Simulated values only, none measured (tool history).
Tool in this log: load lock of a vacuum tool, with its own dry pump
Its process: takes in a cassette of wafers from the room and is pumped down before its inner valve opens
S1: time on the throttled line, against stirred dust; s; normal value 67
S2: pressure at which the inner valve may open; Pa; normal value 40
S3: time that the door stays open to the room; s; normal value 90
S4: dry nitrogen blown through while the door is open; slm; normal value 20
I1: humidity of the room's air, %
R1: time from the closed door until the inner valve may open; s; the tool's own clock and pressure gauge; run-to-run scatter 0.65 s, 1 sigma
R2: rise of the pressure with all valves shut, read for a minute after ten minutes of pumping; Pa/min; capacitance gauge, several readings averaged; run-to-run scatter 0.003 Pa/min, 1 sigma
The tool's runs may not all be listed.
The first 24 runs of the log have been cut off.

run	hour	S1	S2	S3	S4	I1	R1	R2
25	2418.3	104	72	158	14	44.5	134.2	0.094
26	2551.6	56	70	90	20	43.6	92.8	0.057
27	2676.9	91	32	39	12	43.4	128.0	0.034
28	2759.6	50	40	90	19	41.4	90.9	0.052
29	2877.6	51	46	106	26	44.9	90.3	0.057
30	2946.5	67	40	50	8	44.4	105.8	0.046
31	3075.9	39	49	112	7	43.6	80.6	0.077
32	3141.8	59	40	90	19	43.7	99.3	0.055

Below are 5 alternative next runs, each starting from the tool's condition after run 32. Predict each:
A	3263.9	59	60	90	30	40.7	?	?
B	3263.9	67	55	112	20	45.8	?	?
C	3263.9	66	55	90	5	45.0	?	?
D	3263.9	79	44	90	20	45.4	?	?
E	3263.9	35	79	90	40	45.1	?	?

run	R1	R2
A	96.1	0.041
B	104.4	0.070
C	103.7	0.077
D	115.9	0.052
E	74.7	0.046
Stripped of hidden state, with their random variation kept, the same runs would have yielded:
run	R1	R2
A	96.1	0.041
B	104.4	0.070
C	103.7	0.077
D	115.8	0.052
E	74.7	0.046
